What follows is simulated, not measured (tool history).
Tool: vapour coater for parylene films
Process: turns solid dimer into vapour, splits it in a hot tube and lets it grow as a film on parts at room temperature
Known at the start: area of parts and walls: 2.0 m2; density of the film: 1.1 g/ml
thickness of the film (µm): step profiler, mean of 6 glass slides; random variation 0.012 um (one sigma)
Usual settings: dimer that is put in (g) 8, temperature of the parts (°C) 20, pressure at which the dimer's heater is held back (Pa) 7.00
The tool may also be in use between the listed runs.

run    day  dimer that is put in (g)  temperature of the parts (°C)  pressure at which the dimer's heater is held back (Pa)  thickness of the film (µm)
  1  0.000                         8                             20                                                    7.00                        1.77
  2  0.371                         8                             20                                                    7.00                        1.80
  3  0.871                         8                             20                                                    7.00                        1.80
  4  1.275                         8                             20                                                    7.00                        1.79
  5  1.900                         8                             19                                                    7.00                        1.82
  6  2.617                         8                             19                                                    7.00                        1.79
  7  3.088                         8                             19                                                    7.00                        1.82
  8  3.688                         8                             20                                                    7.00                        1.79
  9  4.012                         4                             20                                                    7.00                        0.89
 10  4.362                         8                             20                                                    3.06                        1.87
 11  4.704                         8                             20                                                    3.06                        1.88
 12  5.358                         8                             20                                                    9.65                        1.72
 13  6.050                         8                             20                                                    9.65                        1.71
 14  6.783                         8                             20                                                    9.65                        1.73
 15  7.429                         8                             20                                                    9.65                        1.71
 16  8.158                         8                             20                                                    7.00                        1.75
 17  8.467                         8                             20                                                    7.00                        1.77

Run 18 comes next. What will it give?
 18  8.954                         9                             19                                                    7.00                           ?

Run 18 gave thickness of the film (µm) 2.00.
Without the tool's hidden state the same run would have given thickness of the film (µm) 2.16.

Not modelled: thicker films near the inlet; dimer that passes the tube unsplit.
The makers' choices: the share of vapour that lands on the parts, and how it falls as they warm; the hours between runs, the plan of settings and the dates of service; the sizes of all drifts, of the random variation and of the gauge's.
